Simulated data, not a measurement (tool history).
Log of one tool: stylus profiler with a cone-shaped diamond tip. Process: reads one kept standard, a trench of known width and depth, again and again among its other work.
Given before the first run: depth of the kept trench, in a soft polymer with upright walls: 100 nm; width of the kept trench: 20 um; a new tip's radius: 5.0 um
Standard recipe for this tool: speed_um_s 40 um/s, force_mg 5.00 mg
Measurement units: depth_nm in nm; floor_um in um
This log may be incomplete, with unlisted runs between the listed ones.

{"run": 1, "hour": 0.0, "speed_um_s": 40, "force_mg": 5.0, "depth_nm": 101.04, "floor_um": 16.92}
{"run": 2, "hour": 31.8, "speed_um_s": 40, "force_mg": 5.0, "depth_nm": 101.02, "floor_um": 16.86}
{"run": 3, "hour": 59.9, "speed_um_s": 40, "force_mg": 4.99, "depth_nm": 101.03, "floor_um": 16.87}
{"run": 4, "hour": 76.3, "speed_um_s": 40, "force_mg": 4.99, "depth_nm": 101.03, "floor_um": 16.84}
{"run": 5, "hour": 107.7, "speed_um_s": 40, "force_mg": 5.0, "depth_nm": 101.01, "floor_um": 16.8}
{"run": 6, "hour": 129.6, "speed_um_s": 40, "force_mg": 5.0, "depth_nm": 101.01, "floor_um": 16.76}
{"run": 7, "hour": 162.7, "speed_um_s": 40, "force_mg": 5.0, "depth_nm": 101.05, "floor_um": 16.78}
{"run": 8, "hour": 184.1, "speed_um_s": 40, "force_mg": 5.0, "depth_nm": 101.03, "floor_um": 16.77}
{"run": 9, "hour": 207.8, "speed_um_s": 40, "force_mg": 5.0, "depth_nm": 101.03, "floor_um": 16.68}
{"run": 10, "hour": 240.9, "speed_um_s": 40, "force_mg": 5.0, "depth_nm": 101.0, "floor_um": 16.69}
{"run": 11, "hour": 266.4, "speed_um_s": 13, "force_mg": 4.23, "depth_nm": 100.88, "floor_um": 16.75}
{"run": 12, "hour": 292.6, "speed_um_s": 40, "force_mg": 4.78, "depth_nm": 100.96, "floor_um": 16.68}
{"run": 13, "hour": 318.8, "speed_um_s": 40, "force_mg": 4.78, "depth_nm": 101.0, "floor_um": 16.64}
{"run": 14, "hour": 346.2, "speed_um_s": 40, "force_mg": 8.97, "depth_nm": 101.56, "floor_um": 16.65}
{"run": 15, "hour": 362.7, "speed_um_s": 135, "force_mg": 5.49, "depth_nm": 101.08, "floor_um": 16.36}
{"run": 16, "hour": 390.6, "speed_um_s": 53, "force_mg": 5.14, "depth_nm": 101.05, "floor_um": 16.65}
{"run": 17, "hour": 411.5, "speed_um_s": 53, "force_mg": 5.14, "depth_nm": 101.03, "floor_um": 16.5}
{"run": 18, "hour": 434.4, "speed_um_s": 53, "force_mg": 5.14, "depth_nm": 101.03, "floor_um": 16.56}

What if the next run were any one of these 3? Each begins from the tool's condition after run 18:
{"run": "A", "hour": 456.6, "speed_um_s": 53, "force_mg": 8.96, "depth_nm": "?", "floor_um": "?"}
{"run": "B", "hour": 456.6, "speed_um_s": 53, "force_mg": 8.86, "depth_nm": "?", "floor_um": "?"}
{"run": "C", "hour": 456.6, "speed_um_s": 55, "force_mg": 5.61, "depth_nm": "?", "floor_um": "?"}

run=A depth_nm=101.53 floor_um=16.59
run=B depth_nm=101.52 floor_um=16.56
run=C depth_nm=101.09 floor_um=16.56
Stripped of hidden state, with their random variation kept, the same runs would have yielded:
run=A depth_nm=101.68 floor_um=17.91
run=B depth_nm=101.67 floor_um=17.88
run=C depth_nm=101.24 floor_um=17.88
